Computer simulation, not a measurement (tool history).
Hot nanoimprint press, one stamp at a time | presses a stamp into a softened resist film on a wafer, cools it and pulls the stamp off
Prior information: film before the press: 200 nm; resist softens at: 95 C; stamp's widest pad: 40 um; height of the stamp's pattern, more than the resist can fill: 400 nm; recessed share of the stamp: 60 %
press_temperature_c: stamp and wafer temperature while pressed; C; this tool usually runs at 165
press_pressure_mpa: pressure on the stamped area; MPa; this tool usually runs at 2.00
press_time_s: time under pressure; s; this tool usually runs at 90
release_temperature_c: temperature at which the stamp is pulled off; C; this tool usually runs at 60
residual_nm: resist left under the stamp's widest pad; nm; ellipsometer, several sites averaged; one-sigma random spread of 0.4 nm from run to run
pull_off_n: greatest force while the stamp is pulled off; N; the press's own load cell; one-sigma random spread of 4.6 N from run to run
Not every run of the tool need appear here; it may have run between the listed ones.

{"run": 1, "hour": 0.0, "press_temperature_c": 165, "press_pressure_mpa": 2.0, "press_time_s": 90, "release_temperature_c": 60, "residual_nm": 98.2, "pull_off_n": 262}
{"run": 2, "hour": 69.7, "press_temperature_c": 165, "press_pressure_mpa": 2.0, "press_time_s": 90, "release_temperature_c": 60, "residual_nm": 98.6, "pull_off_n": 261}
{"hour": 89.9, "done": "stamp cleaned and given a new release coat"}
{"run": 3, "hour": 150.4, "press_temperature_c": 165, "press_pressure_mpa": 2.0, "press_time_s": 90, "release_temperature_c": 60, "residual_nm": 97.8, "pull_off_n": 226}
{"hour": 201.9, "done": "plate thermocouple calibrated"}
{"run": 4, "hour": 202.3, "press_temperature_c": 158, "press_pressure_mpa": 2.0, "press_time_s": 90, "release_temperature_c": 60, "residual_nm": 124.1, "pull_off_n": 245}
{"run": 5, "hour": 265.5, "press_temperature_c": 158, "press_pressure_mpa": 2.0, "press_time_s": 90, "release_temperature_c": 60, "residual_nm": 123.9, "pull_off_n": 251}
{"run": 6, "hour": 347.3, "press_temperature_c": 158, "press_pressure_mpa": 2.0, "press_time_s": 90, "release_temperature_c": 60, "residual_nm": 124.0, "pull_off_n": 272}
{"hour": 358.8, "done": "stamp cleaned and given a new release coat"}
{"run": 7, "hour": 427.5, "press_temperature_c": 158, "press_pressure_mpa": 2.0, "press_time_s": 90, "release_temperature_c": 60, "residual_nm": 123.0, "pull_off_n": 232}
{"run": 8, "hour": 464.0, "press_temperature_c": 165, "press_pressure_mpa": 2.0, "press_time_s": 147, "release_temperature_c": 60, "residual_nm": 82.3, "pull_off_n": 239}
{"hour": 512.1, "done": "press's hydraulic seals changed and the load cell set to zero"}
{"run": 9, "hour": 548.1, "press_temperature_c": 165, "press_pressure_mpa": 2.0, "press_time_s": 90, "release_temperature_c": 60, "residual_nm": 96.4, "pull_off_n": 255}
{"run": 10, "hour": 618.3, "press_temperature_c": 165, "press_pressure_mpa": 2.0, "press_time_s": 90, "release_temperature_c": 60, "residual_nm": 96.6, "pull_off_n": 269}
{"hour": 632.5, "done": "stamp cleaned and given a new release coat"}
{"run": 11, "hour": 685.7, "press_temperature_c": 165, "press_pressure_mpa": 2.0, "press_time_s": 90, "release_temperature_c": 60, "residual_nm": 95.0, "pull_off_n": 223}
{"run": 12, "hour": 740.5, "press_temperature_c": 165, "press_pressure_mpa": 2.0, "press_time_s": 90, "release_temperature_c": 60, "residual_nm": 95.9, "pull_off_n": 239}
{"hour": 792.6, "done": "plate thermocouple calibrated"}
{"run": 13, "hour": 799.0, "press_temperature_c": 165, "press_pressure_mpa": 2.0, "press_time_s": 90, "release_temperature_c": 60, "residual_nm": 99.4, "pull_off_n": 257}
{"run": 14, "hour": 881.2, "press_temperature_c": 165, "press_pressure_mpa": 2.0, "press_time_s": 90, "release_temperature_c": 60, "residual_nm": 98.0, "pull_off_n": 266}
{"hour": 898.5, "done": "stamp cleaned and given a new release coat"}
{"run": 15, "hour": 932.0, "press_temperature_c": 165, "press_pressure_mpa": 2.0, "press_time_s": 90, "release_temperature_c": 60, "residual_nm": 98.4, "pull_off_n": 228}
{"run": 16, "hour": 982.9, "press_temperature_c": 165, "press_pressure_mpa": 2.0, "press_time_s": 123, "release_temperature_c": 56, "residual_nm": 86.9, "pull_off_n": 260}
{"run": 17, "hour": 1052.8, "press_temperature_c": 165, "press_pressure_mpa": 2.0, "press_time_s": 123, "release_temperature_c": 56, "residual_nm": 86.4, "pull_off_n": 265}
{"run": 18, "hour": 1100.9, "press_temperature_c": 154, "press_pressure_mpa": 1.26, "press_time_s": 80, "release_temperature_c": 46, "residual_nm": 156.0, "pull_off_n": 334}
{"run": 19, "hour": 1143.1, "press_temperature_c": 154, "press_pressure_mpa": 1.26, "press_time_s": 80, "release_temperature_c": 46, "residual_nm": 154.8, "pull_off_n": 342}
{"hour": 1162.0, "done": "stamp cleaned and given a new release coat"}
{"run": 20, "hour": 1225.3, "press_temperature_c": 160, "press_pressure_mpa": 1.59, "press_time_s": 68, "release_temperature_c": 63, "residual_nm": 132.6, "pull_off_n": 221}
{"run": 21, "hour": 1270.7, "press_temperature_c": 155, "press_pressure_mpa": 1.59, "press_time_s": 68, "release_temperature_c": 51, "residual_nm": 149.3, "pull_off_n": 280}
{"run": 22, "hour": 1356.6, "press_temperature_c": 155, "press_pressure_mpa": 1.59, "press_time_s": 68, "release_temperature_c": 51, "residual_nm": 149.2, "pull_off_n": 301}
{"hour": 1373.1, "done": "plate thermocouple calibrated"}
{"run": 23, "hour": 1397.6, "press_temperature_c": 163, "press_pressure_mpa": 2.0, "press_time_s": 111, "release_temperature_c": 60, "residual_nm": 98.4, "pull_off_n": 272}
{"hour": 1428.1, "done": "stamp cleaned and given a new release coat"}
{"run": 24, "hour": 1472.3, "press_temperature_c": 165, "press_pressure_mpa": 2.0, "press_time_s": 123, "release_temperature_c": 46, "residual_nm": 87.3, "pull_off_n": 294}
{"run": 25, "hour": 1531.9, "press_temperature_c": 157, "press_pressure_mpa": 2.0, "press_time_s": 51, "release_temperature_c": 46, "residual_nm": 146.2, "pull_off_n": 306}
{"run": 26, "hour": 1610.8, "press_temperature_c": 157, "press_pressure_mpa": 2.0, "press_time_s": 51, "release_temperature_c": 46, "residual_nm": 144.5, "pull_off_n": 325}
{"run": 27, "hour": 1673.5, "press_temperature_c": 157, "press_pressure_mpa": 2.21, "press_time_s": 51, "release_temperature_c": 52, "residual_nm": 141.0, "pull_off_n": 311}
{"hour": 1693.7, "done": "stamp cleaned and given a new release coat"}
{"run": 28, "hour": 1758.5, "press_temperature_c": 157, "press_pressure_mpa": 2.21, "press_time_s": 51, "release_temperature_c": 52, "residual_nm": 141.1, "pull_off_n": 266}
{"run": 29, "hour": 1811.8, "press_temperature_c": 157, "press_pressure_mpa": 2.21, "press_time_s": 51, "release_temperature_c": 52, "residual_nm": 141.5, "pull_off_n": 275}

Had the tool no unlogged condition, and each run kept its random variation, what would the results have been?
Hidden conditions of the tool in this case: true temperature over the reading, C; pressure that arrives at the usual setting, %; grip of the stamp's worn release coat, % over a new coat's; drift of the gauge itself on residual_nm, %; drift of the gauge itself on pull_off_n, %.
run=1 residual_nm=98.2 pull_off_n=230
run=2 residual_nm=98.9 pull_off_n=218
run=3 residual_nm=98.5 pull_off_n=219
run=4 residual_nm=121.7 pull_off_n=224
run=5 residual_nm=121.9 pull_off_n=219
run=6 residual_nm=122.5 pull_off_n=224
run=7 residual_nm=121.9 pull_off_n=221
run=8 residual_nm=81.4 pull_off_n=222
run=9 residual_nm=98.0 pull_off_n=224
run=10 residual_nm=98.6 pull_off_n=224
run=11 residual_nm=97.2 pull_off_n=217
run=12 residual_nm=98.4 pull_off_n=223
run=13 residual_nm=98.9 pull_off_n=225
run=14 residual_nm=98.0 pull_off_n=221
run=15 residual_nm=98.6 pull_off_n=223
run=16 residual_nm=87.3 pull_off_n=244
run=17 residual_nm=87.2 pull_off_n=237
run=18 residual_nm=157.4 pull_off_n=287
run=19 residual_nm=156.4 pull_off_n=285
run=20 residual_nm=134.7 pull_off_n=214
run=21 residual_nm=151.5 pull_off_n=261
run=22 residual_nm=152.0 pull_off_n=263
run=23 residual_nm=97.5 pull_off_n=227
run=24 residual_nm=86.8 pull_off_n=284
run=25 residual_nm=146.1 pull_off_n=283
run=26 residual_nm=144.9 pull_off_n=284
run=27 residual_nm=141.6 pull_off_n=259
run=28 residual_nm=142.1 pull_off_n=256
run=29 residual_nm=142.8 pull_off_n=254
